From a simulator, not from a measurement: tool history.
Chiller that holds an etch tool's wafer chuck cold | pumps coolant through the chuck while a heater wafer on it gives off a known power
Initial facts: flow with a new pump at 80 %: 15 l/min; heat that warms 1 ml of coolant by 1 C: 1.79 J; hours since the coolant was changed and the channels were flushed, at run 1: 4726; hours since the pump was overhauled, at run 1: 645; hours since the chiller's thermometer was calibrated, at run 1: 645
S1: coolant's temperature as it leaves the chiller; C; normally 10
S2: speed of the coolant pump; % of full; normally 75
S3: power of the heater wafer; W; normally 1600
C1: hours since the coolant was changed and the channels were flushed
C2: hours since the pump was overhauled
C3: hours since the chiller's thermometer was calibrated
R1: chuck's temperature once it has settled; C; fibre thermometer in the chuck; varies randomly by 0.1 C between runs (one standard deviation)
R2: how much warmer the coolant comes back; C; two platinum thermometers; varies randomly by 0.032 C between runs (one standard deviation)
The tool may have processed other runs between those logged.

run 1 hour=0.0 | S1=10 S2=75 S3=1600 | C1=4726 C2=645 C3=645 | R1=23.0 R2=3.86
run 2 hour=53.9 | S1=10 S2=75 S3=1600 | C1=4780 C2=699 C3=699 | R1=23.1 R2=3.88
run 3 hour=156.6 | S1=10 S2=61 S3=1600 | C1=4883 C2=802 C3=802 | R1=26.0 R2=4.92
-- hour=173.2 coolant changed, channels flushed
run 4 hour=252.6 | S1=10 S2=61 S3=1505 | C1=79 C2=892 C3=892 | R1=22.3 R2=4.66
run 5 hour=349.7 | S1=10 S2=61 S3=1505 | C1=177 C2=989 C3=989 | R1=22.3 R2=4.72
run 6 hour=437.5 | S1=10 S2=61 S3=1505 | C1=264 C2=1077 C3=1077 | R1=22.3 R2=4.67
run 7 hour=533.0 | S1=10 S2=61 S3=1600 | C1=360 C2=1172 C3=1172 | R1=23.1 R2=5.00
run 8 hour=611.3 | S1=10 S2=61 S3=1600 | C1=438 C2=1250 C3=1250 | R1=23.4 R2=5.07
run 9 hour=700.5 | S1=10 S2=61 S3=1600 | C1=527 C2=1340 C3=1340 | R1=23.4 R2=5.02
run 10 hour=809.3 | S1=10 S2=61 S3=1600 | C1=636 C2=1448 C3=1448 | R1=23.5 R2=5.05
run 11 hour=899.3 | S1=10 S2=61 S3=1600 | C1=726 C2=1538 C3=1538 | R1=23.3 R2=5.13
run 12 hour=969.8 | S1=10 S2=61 S3=1600 | C1=797 C2=1609 C3=1609 | R1=23.5 R2=5.03
run 13 hour=1058.4 | S1=10 S2=61 S3=1600 | C1=885 C2=1697 C3=1697 | R1=23.6 R2=5.11
run 14 hour=1175.0 | S1=1 S2=75 S3=1600 | C1=1002 C2=1814 C3=1814 | R1=12.2 R2=4.05
run 15 hour=1249.6 | S1=10 S2=75 S3=1928 | C1=1076 C2=1889 C3=1889 | R1=23.7 R2=4.99
run 16 hour=1329.3 | S1=10 S2=65 S3=1928 | C1=1156 C2=1968 C3=1968 | R1=25.8 R2=5.81
-- hour=1338.4 chiller's thermometer calibrated
run 17 hour=1433.0 | S1=2 S2=75 S3=1071 | C1=1259 C2=2071 C3=95 | R1=9.4 R2=2.76
run 18 hour=1514.0 | S1=2 S2=75 S3=1071 | C1=1340 C2=2152 C3=176 | R1=9.4 R2=2.72
-- hour=1536.0 chiller's thermometer calibrated, once more
run 19 hour=1626.0 | S1=10 S2=75 S3=1133 | C1=1451 C2=2263 C3=90 | R1=18.2 R2=2.91
run 20 hour=1718.7 | S1=7 S2=69 S3=1600 | C1=1543 C2=2356 C3=183 | R1=20.0 R2=4.53
run 21 hour=1821.6 | S1=1 S2=79 S3=1048 | C1=1646 C2=2459 C3=286 | R1=8.3 R2=2.61
run 22 hour=1921.1 | S1=1 S2=82 S3=1048 | C1=1746 C2=2558 C3=385 | R1=8.0 R2=2.48
run 23 hour=2011.6 | S1=8 S2=98 S3=1495 | C1=1836 C2=2649 C3=476 | R1=16.7 R2=2.92
run 24 hour=2101.6 | S1=8 S2=98 S3=2277 | C1=1926 C2=2739 C3=566 | R1=21.3 R2=4.41
run 25 hour=2159.9 | S1=3 S2=83 S3=1600 | C1=1985 C2=2797 C3=624 | R1=14.0 R2=3.74
run 26 hour=2228.0 | S1=10 S2=82 S3=1035 | C1=2053 C2=2865 C3=692 | R1=17.1 R2=2.41
run 27 hour=2341.8 | S1=10 S2=82 S3=1035 | C1=2167 C2=2979 C3=806 | R1=17.2 R2=2.55
run 28 hour=2434.2 | S1=10 S2=82 S3=1035 | C1=2259 C2=3071 C3=898 | R1=17.4 R2=2.52
run 29 hour=2501.2 | S1=10 S2=82 S3=1035 | C1=2326 C2=3138 C3=965 | R1=17.3 R2=2.54
run 30 hour=2595.6 | S1=10 S2=82 S3=1035 | C1=2420 C2=3233 C3=1060 | R1=17.4 R2=2.46
run 31 hour=2706.4 | S1=10 S2=82 S3=2294 | C1=2531 C2=3343 C3=1170 | R1=26.5 R2=5.56

Branching from run 31: 4 alternative next runs. What would each branch give?
run A hour=2766.3 | S1=14 S2=67 S3=866 | C1=2591 C2=3403 C3=1230 | R1=? R2=?
run B hour=2766.3 | S1=14 S2=94 S3=1765 | C1=2591 C2=3403 C3=1230 | R1=? R2=?
run C hour=2766.3 | S1=9 S2=82 S3=2294 | C1=2591 C2=3403 C3=1230 | R1=? R2=?
run D hour=2766.3 | S1=13 S2=82 S3=1292 | C1=2591 C2=3403 C3=1230 | R1=? R2=?

run=A R1=21.4 R2=2.65
run=B R1=25.2 R2=3.64
run=C R1=25.7 R2=5.57
run=D R1=22.3 R2=3.17
Had the tool no hidden state, the same runs would have come out as:
run=A R1=20.3 R2=2.38
run=B R1=23.4 R2=3.27
run=C R1=22.9 R2=5.01
run=D R1=20.9 R2=2.85

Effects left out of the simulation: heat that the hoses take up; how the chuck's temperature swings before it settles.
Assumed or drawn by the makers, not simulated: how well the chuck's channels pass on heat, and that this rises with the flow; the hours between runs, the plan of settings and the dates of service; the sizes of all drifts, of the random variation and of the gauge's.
